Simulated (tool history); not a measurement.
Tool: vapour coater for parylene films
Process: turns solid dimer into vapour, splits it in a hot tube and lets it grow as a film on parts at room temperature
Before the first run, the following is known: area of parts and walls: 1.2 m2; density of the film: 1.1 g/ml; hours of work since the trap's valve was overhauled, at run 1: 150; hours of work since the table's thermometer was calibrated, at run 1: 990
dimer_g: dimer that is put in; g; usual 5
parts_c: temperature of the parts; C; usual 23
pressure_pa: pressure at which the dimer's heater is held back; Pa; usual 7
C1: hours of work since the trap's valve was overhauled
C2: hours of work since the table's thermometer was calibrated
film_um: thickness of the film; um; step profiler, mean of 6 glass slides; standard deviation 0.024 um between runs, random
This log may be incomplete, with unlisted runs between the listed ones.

Run 1, hour 0: usual settings; C1 150; C2 990. Result: film_um 1.65 um.
Run 2, hour 17.4: usual settings but pressure_pa 4.36 Pa; C1 162; C2 1002. Result: film_um 1.73 um.
Run 3, hour 48.6: usual settings; C1 184; C2 1024. Result: film_um 1.58 um.
Run 4, hour 88.7: usual settings but dimer_g 3 g; C1 212; C2 1052. Result: film_um 0.93 um.
Run 5, hour 126.5: usual settings but dimer_g 3 g; C1 238; C2 1078. Result: film_um 0.95 um.
Run 6, hour 151.5: usual settings but dimer_g 3 g; C1 256; C2 1095. Result: film_um 0.94 um.
Run 7, hour 184: usual settings but dimer_g 3 g; C1 278; C2 1118. Result: film_um 0.92 um.
Run 8, hour 216: usual settings but dimer_g 3 g; C1 300; C2 1140. Result: film_um 0.92 um.
Run 9, hour 243.1: usual settings but dimer_g 3 g; C1 319; C2 1159. Result: film_um 0.86 um.
Run 10, hour 278.9: usual settings but dimer_g 2 g; C1 344; C2 1184. Result: film_um 0.58 um.
Run 11, hour 295.5: usual settings but dimer_g 4 g; C1 356; C2 1195. Result: film_um 1.18 um.
Run 12, hour 318: usual settings but dimer_g 4 g; C1 371; C2 1211. Result: film_um 1.19 um.
Run 13, hour 356: usual settings but dimer_g 4 g; C1 398; C2 1237. Result: film_um 1.21 um.
Run 14, hour 380.6: usual settings but dimer_g 4 g, parts_c 32 C; C1 415; C2 1255. Result: film_um 0.72 um.
Run 15, hour 406.3: usual settings but dimer_g 4 g, parts_c 32 C; C1 433; C2 1272. Result: film_um 0.75 um.
Run 16, hour 446.4: usual settings but dimer_g 4 g, parts_c 32 C; C1 461; C2 1300. Result: film_um 0.77 um.
Run 17, hour 470.3: usual settings but dimer_g 4 g, parts_c 32 C; C1 477; C2 1317. Result: film_um 0.78 um.
Run 18, hour 490.4: usual settings but dimer_g 4 g, parts_c 32 C; C1 491; C2 1331. Result: film_um 0.75 um.
Run 19, hour 520.6: usual settings but parts_c 19 C, pressure_pa 11.55 Pa; C1 512; C2 1352. Result: film_um 1.57 um.
Run 20, hour 542.1: usual settings but parts_c 19 C, pressure_pa 11.55 Pa; C1 527; C2 1367. Result: film_um 1.61 um.
Run 21, hour 570.9: usual settings but parts_c 19 C, pressure_pa 11.55 Pa; C1 547; C2 1387. Result: film_um 1.61 um.
Run 22, hour 594.9: usual settings but dimer_g 6 g, parts_c 25 C, pressure_pa 8.8 Pa; C1 564; C2 1404. Result: film_um 1.5 um.
Run 23, hour 618.6: usual settings but dimer_g 4 g, parts_c 34 C, pressure_pa 9.27 Pa; C1 580; C2 1420. Result: film_um 0.62 um.
Run 24, hour 641.1: usual settings but dimer_g 4 g, parts_c 34 C, pressure_pa 9.27 Pa; C1 596; C2 1436. Result: film_um 0.61 um.
Run 25, hour 675.2: usual settings but dimer_g 4 g, parts_c 21 C; C1 620; C2 1459. Result: film_um 1.27 um.
At hour 681.4: trap's valve overhauled.
Run 26, hour 717.9: usual settings but dimer_g 4 g, parts_c 21 C; C1 25; C2 1486. Result: film_um 1.43 um.

Measured minus without-hidden-state, run by run (identical run-to-run variation in each term; gauge scatter may differ):
What the log doesn't record here: vapour lost through the trap's worn valve, %; true temperature of the parts over the reading, C; drift of the gauge itself on film_um, %.
run  film_um
  1    -0.07
  2    -0.07
  3    -0.07
  4    -0.05
  5    -0.05
  6    -0.06
  7    -0.07
  8    -0.07
  9    -0.07
 10    -0.05
 11     -0.1
 12    -0.11
 13    -0.12
 14    -0.08
 15    -0.08
 16    -0.09
 17    -0.09
 18    -0.09
 19     -0.2
 20    -0.21
 21    -0.22
 22    -0.21
 23     -0.1
 24    -0.09
 25     -0.2
 26    -0.04
